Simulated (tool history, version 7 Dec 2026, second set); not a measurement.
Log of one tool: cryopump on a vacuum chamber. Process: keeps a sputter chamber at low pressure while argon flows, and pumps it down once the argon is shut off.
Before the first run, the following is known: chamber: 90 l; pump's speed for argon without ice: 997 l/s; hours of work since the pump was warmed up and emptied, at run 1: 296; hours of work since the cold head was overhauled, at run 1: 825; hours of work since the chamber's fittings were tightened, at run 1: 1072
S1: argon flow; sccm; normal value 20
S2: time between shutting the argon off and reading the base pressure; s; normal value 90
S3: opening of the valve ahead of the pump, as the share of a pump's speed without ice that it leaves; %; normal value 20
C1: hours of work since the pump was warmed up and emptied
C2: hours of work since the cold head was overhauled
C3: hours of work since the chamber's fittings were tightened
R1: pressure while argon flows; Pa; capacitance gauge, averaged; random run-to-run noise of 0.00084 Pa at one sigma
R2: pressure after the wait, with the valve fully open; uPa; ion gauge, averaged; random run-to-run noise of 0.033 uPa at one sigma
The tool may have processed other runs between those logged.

run,hour,S1,S2,S3,C1,C2,C3,R1,R2
1,0,20,90,20,296,825,1072,0.1767,3.01
2,32.2,20,90,20,322,851,1097,0.1774,2.94
3,52.8,20,272,20,338,868,1114,0.1766,2.02
4,86.9,20,90,20,366,895,1142,0.1783,3.07
5,120.8,20,263,20,393,923,1169,0.1781,2.18
6,149.1,20,263,20,416,945,1192,0.1796,2.18
7,182.7,20,263,20,443,972,1219,0.1811,2.3
8,204.3,34,90,20,460,990,1236,0.3087,3.29
9,233,10,90,20,483,1013,1259,0.0907,3.38
# hour 254.3: pump warmed up, emptied and cooled again
10,265.3,10,90,20,9,1035,1281,0.0846,2.83
11,280.6,10,90,20,21,1047,1293,0.0864,2.91
12,314.4,16,75,15,48,1074,1321,0.1842,3.22
13,338.3,27,67,40,68,1094,1340,0.1154,3.52
14,367.9,16,40,30,91,1118,1364,0.0917,4.8
15,389.8,16,40,30,109,1135,1381,0.0932,4.79
16,413,16,40,30,128,1154,1400,0.0925,4.95
17,428.9,25,89,27,141,1167,1413,0.1607,3.1
18,446.1,24,157,43,154,1180,1427,0.0979,2.5
19,474.3,20,90,21,177,1203,1449,0.1662,3.17

Consider 5 possible next runs. They are alternatives, not a sequence: every one starts from the tool as it was left by run 19. What does each give?
A,495.1,20,90,56,194,1220,1466,?,?
B,495.1,20,272,49,194,1220,1466,?,?
C,495.1,8,90,20,194,1220,1466,?,?
D,495.1,20,90,24,194,1220,1466,?,?
E,495.1,14,245,21,194,1220,1466,?,?

run,R1,R2
A,0.066,3.17
B,0.0729,2.24
C,0.0691,3.19
D,0.145,3.13
E,0.1161,2.31
With the hidden condition removed and each run's random variation left untouched, the same runs would have given:
run,R1,R2
A,0.0618,1.73
B,0.0687,0.78
C,0.0674,1.74
D,0.1408,1.71
E,0.1131,0.84

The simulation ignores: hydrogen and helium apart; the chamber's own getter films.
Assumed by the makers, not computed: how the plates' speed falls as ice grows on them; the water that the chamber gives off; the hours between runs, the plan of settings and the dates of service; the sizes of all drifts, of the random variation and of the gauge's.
